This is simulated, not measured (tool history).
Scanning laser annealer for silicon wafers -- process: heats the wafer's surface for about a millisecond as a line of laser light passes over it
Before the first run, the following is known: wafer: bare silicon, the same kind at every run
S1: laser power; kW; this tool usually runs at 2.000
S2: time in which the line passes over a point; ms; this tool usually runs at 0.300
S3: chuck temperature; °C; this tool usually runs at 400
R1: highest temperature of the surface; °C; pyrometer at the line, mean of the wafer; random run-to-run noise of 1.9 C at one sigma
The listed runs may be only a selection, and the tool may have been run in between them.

run   hour     S1     S2   S3    R1
  1    0.0  2.000  0.300  400  1079
  2    8.5  2.000  0.300  400  1084
  3   29.0  2.000  0.218  400   965
  4   41.4  2.000  0.218  400   964
  5   61.4  2.000  0.210  400   953
  6   80.6  2.000  0.300  388  1067
  7   89.8  2.083  0.300  388  1102
  8  106.5  2.083  0.300  388  1100
  9  122.3  1.759  0.300  388   964
 10  137.7  1.759  0.300  388   965
 11  151.3  1.759  0.300  423   999
 12  160.1  2.000  0.270  400  1035
 13  169.0  2.000  0.300  400  1075
 14  182.0  2.000  0.300  400  1073
 15  197.5  2.000  0.210  400   949
 16  207.6  2.056  0.373  399  1194
 17  220.2  2.000  0.330  400  1113
 18  237.2  2.184  0.258  400  1088
 19  248.0  2.184  0.298  381  1130
 20  261.0  2.000  0.327  439  1146
 21  280.9  2.000  0.331  400  1110
 22  291.5  2.000  0.331  400  1112
 23  310.2  2.000  0.331  400  1110
 24  322.1  1.886  0.331  400  1059
 25  333.4  1.769  0.331  417  1019
 26  344.1  1.769  0.331  417  1027
 27  361.4  1.769  0.378  417  1074
 28  374.7  1.769  0.378  417  1074
 29  389.0  2.000  0.261  435  1053

Here are 3 independent what-if runs from the current tool condition. What would each one return?
  A  400.2  2.000  0.261  377   ?
  B  400.2  2.022  0.261  385   ?
  C  400.2  2.000  0.300  406   ?

run    R1
  A   994
  B  1009
  C  1074
What these runs would have given with no unlogged condition in the tool:
run    R1
  A  1027
  B  1043
  C  1110

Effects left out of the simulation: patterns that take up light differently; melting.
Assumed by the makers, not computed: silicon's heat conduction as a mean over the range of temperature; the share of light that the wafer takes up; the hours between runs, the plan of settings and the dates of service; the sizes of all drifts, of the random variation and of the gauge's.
